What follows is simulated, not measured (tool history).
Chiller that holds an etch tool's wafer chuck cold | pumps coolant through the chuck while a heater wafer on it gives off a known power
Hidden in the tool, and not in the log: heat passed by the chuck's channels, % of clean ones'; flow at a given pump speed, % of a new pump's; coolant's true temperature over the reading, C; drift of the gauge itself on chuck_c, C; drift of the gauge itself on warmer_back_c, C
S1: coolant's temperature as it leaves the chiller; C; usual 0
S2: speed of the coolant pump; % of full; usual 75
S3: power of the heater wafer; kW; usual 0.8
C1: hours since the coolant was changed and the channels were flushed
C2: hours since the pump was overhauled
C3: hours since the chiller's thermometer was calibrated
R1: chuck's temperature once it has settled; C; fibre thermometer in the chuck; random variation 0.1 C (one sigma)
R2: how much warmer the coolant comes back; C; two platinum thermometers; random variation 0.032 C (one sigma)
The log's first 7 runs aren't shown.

run 8 hour=188.4 | S1=-9 S2=75 S3=0.8 | C1=2274 C2=1621 C3=5152 | R1=-0.7 R2=3.94
-- hour=208 chiller's thermometer calibrated
run 9 hour=211 | S1=0 S2=62 S3=0.8 | C1=2296 C2=1643 C3=3 | R1=10.1 R2=4.9
run 10 hour=233.4 | S1=0 S2=75 S3=0.8 | C1=2318 C2=1665 C3=25 | R1=8.9 R2=4
run 11 hour=249.4 | S1=0 S2=75 S3=0.8 | C1=2334 C2=1681 C3=41 | R1=9.1 R2=4.01
run 12 hour=285.1 | S1=0 S2=75 S3=0.8 | C1=2370 C2=1717 C3=77 | R1=9 R2=4.04
run 13 hour=316.3 | S1=0 S2=75 S3=0.8 | C1=2401 C2=1748 C3=108 | R1=8.6 R2=4.04
run 14 hour=348.7 | S1=0 S2=75 S3=0.8 | C1=2433 C2=1781 C3=141 | R1=8.9 R2=4
run 15 hour=378 | S1=10 S2=75 S3=0.8 | C1=2462 C2=1810 C3=170 | R1=18.9 R2=4.03
run 16 hour=406.5 | S1=-3 S2=75 S3=0.454 | C1=2491 C2=1839 C3=199 | R1=2.4 R2=2.23
-- hour=413.7 chiller's thermometer calibrated, once more
run 17 hour=439.5 | S1=0 S2=75 S3=1.119 | C1=2523 C2=1871 C3=26 | R1=11.2 R2=5.67
run 18 hour=458.8 | S1=0 S2=71 S3=0.8 | C1=2542 C2=1890 C3=45 | R1=8.4 R2=4.28
run 19 hour=475.3 | S1=0 S2=71 S3=0.86 | C1=2559 C2=1906 C3=62 | R1=8.9 R2=4.59
run 20 hour=504.5 | S1=2 S2=71 S3=0.465 | C1=2588 C2=1935 C3=91 | R1=6.9 R2=2.53
run 21 hour=527.5 | S1=2 S2=96 S3=0.44 | C1=2611 C2=1958 C3=114 | R1=5.7 R2=1.64
run 22 hour=548.9 | S1=2 S2=96 S3=0.44 | C1=2632 C2=1980 C3=135 | R1=5.7 R2=1.74
run 23 hour=572 | S1=2 S2=96 S3=0.44 | C1=2655 C2=2003 C3=158 | R1=5.8 R2=1.72
run 24 hour=603 | S1=4 S2=96 S3=0.65 | C1=2687 C2=2034 C3=189 | R1=9.3 R2=2.56
run 25 hour=618.3 | S1=4 S2=76 S3=1.116 | C1=2702 C2=2049 C3=205 | R1=15.2 R2=5.52
run 26 hour=651.6 | S1=3 S2=79 S3=0.43 | C1=2735 C2=2083 C3=238 | R1=7.2 R2=2.09
run 27 hour=682.8 | S1=-2 S2=93 S3=0.427 | C1=2766 C2=2114 C3=269 | R1=1.7 R2=1.68
run 28 hour=703.5 | S1=7 S2=72 S3=0.8 | C1=2787 C2=2134 C3=290 | R1=15.3 R2=4.17
run 29 hour=730 | S1=-5 S2=76 S3=0.432 | C1=2813 C2=2161 C3=316 | R1=-0.7 R2=2.12
run 30 hour=763 | S1=10 S2=77 S3=0.42 | C1=2847 C2=2194 C3=349 | R1=14.1 R2=2.03

Forecast each of these 3 alternatives for the next run:
run A hour=787.9 | S1=2 S2=99 S3=0.8 | C1=2871 C2=2219 C3=374 | R1=? R2=?
run B hour=787.9 | S1=9 S2=86 S3=0.8 | C1=2871 C2=2219 C3=374 | R1=? R2=?
run C hour=787.9 | S1=3 S2=93 S3=0.42 | C1=2871 C2=2219 C3=374 | R1=? R2=?

run=A R1=8.7 R2=3.02
run=B R1=16.4 R2=3.53
run=C R1=6.7 R2=1.7
Without the tool's hidden state the same runs would have given:
run=A R1=8.1 R2=2.95
run=B R1=15.8 R2=3.44
run=C R1=6.4 R2=1.65
